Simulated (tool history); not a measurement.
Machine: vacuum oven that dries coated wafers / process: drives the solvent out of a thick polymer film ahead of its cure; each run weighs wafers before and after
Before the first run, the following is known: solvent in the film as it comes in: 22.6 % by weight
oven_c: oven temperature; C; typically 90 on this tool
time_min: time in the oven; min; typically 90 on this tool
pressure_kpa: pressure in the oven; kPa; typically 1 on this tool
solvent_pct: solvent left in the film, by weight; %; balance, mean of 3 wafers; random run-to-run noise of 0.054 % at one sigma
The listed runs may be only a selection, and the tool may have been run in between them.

run,day,oven_c,time_min,pressure_kpa,solvent_pct
1,0,90,90,1,2.62
2,0.458,90,90,3.81,3.59
3,0.867,97,90,1,0.86
4,1.225,97,90,1,0.93
5,1.558,97,90,1,0.84
6,2.075,90,90,1,2.69
7,2.596,90,90,1,2.55
# day 2.688: vacuum gauge cleaned of residue and calibrated
8,3.154,90,90,1,2.74
9,3.533,90,90,1,2.79
10,4.083,90,90,1,2.68
11,4.417,90,90,1,2.72
# day 4.512: vacuum gauge cleaned of residue and calibrated, once more
12,4.921,82,48,2.83,10.83
# day 5.125: oven's thermocouples calibrated
13,5.525,100,53,3.59,1.77
14,6.083,100,90,0.7,0.27
15,6.529,90,110,1.22,1.31
16,7.054,79,76,1.98,8.12
17,7.521,95,54,1,2.42
18,7.858,95,54,1,2.63
19,8.296,90,151,0.99,0.66
20,8.792,81,84,0.88,6.16
21,9.254,81,84,2.09,6.63
22,9.796,90,90,0.51,1.83

Here are 4 independent what-if runs from the current tool condition. What would each one return?
A,10.125,75,90,2.92,?
B,10.125,90,129,1.49,?
C,10.125,103,119,1.07,?
D,10.125,88,84,1.89,?

run,solvent_pct
A,9.89
B,1.04
C,0.26
D,3.34
Without the tool's hidden state the same runs would have given:
run,solvent_pct
A,9.88
B,1.03
C,0.26
D,3.34
